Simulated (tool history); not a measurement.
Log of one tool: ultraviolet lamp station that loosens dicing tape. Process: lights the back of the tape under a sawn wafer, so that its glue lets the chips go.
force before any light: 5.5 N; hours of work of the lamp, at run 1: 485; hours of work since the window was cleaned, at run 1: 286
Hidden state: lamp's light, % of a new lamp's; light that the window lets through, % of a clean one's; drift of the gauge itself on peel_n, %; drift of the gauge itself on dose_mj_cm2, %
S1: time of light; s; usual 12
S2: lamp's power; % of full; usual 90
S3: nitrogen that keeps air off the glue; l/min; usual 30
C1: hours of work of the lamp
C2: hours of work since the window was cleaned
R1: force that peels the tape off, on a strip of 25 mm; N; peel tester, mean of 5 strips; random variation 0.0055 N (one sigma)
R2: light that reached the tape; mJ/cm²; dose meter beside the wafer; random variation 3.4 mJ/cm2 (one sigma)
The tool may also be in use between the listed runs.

run 1 hour=0.0 | S1=12 S2=90 S3=30 | C1=485 C2=286 | R1=0.130 R2=565
run 2 hour=50.0 | S1=12 S2=72 S3=30 | C1=513 C2=314 | R1=0.195 R2=446
run 3 hour=88.0 | S1=12 S2=77 S3=30 | C1=534 C2=335 | R1=0.179 R2=475
run 4 hour=136.4 | S1=11 S2=90 S3=30 | C1=560 C2=361 | R1=0.130 R2=511
run 5 hour=171.2 | S1=12 S2=90 S3=30 | C1=580 C2=381 | R1=0.131 R2=558
run 6 hour=200.5 | S1=12 S2=90 S3=30 | C1=596 C2=397 | R1=0.117 R2=559

The next listed run, before its measurement:
run 7 hour=246.7 | S1=12 S2=90 S3=30 | C1=621 C2=422 | R1=? R2=?

Run 7 gave R1 0.107 N, R2 559 mJ/cm².
Without the tool's hidden state the same run would have given R1 0.107 N, R2 561 mJ/cm².

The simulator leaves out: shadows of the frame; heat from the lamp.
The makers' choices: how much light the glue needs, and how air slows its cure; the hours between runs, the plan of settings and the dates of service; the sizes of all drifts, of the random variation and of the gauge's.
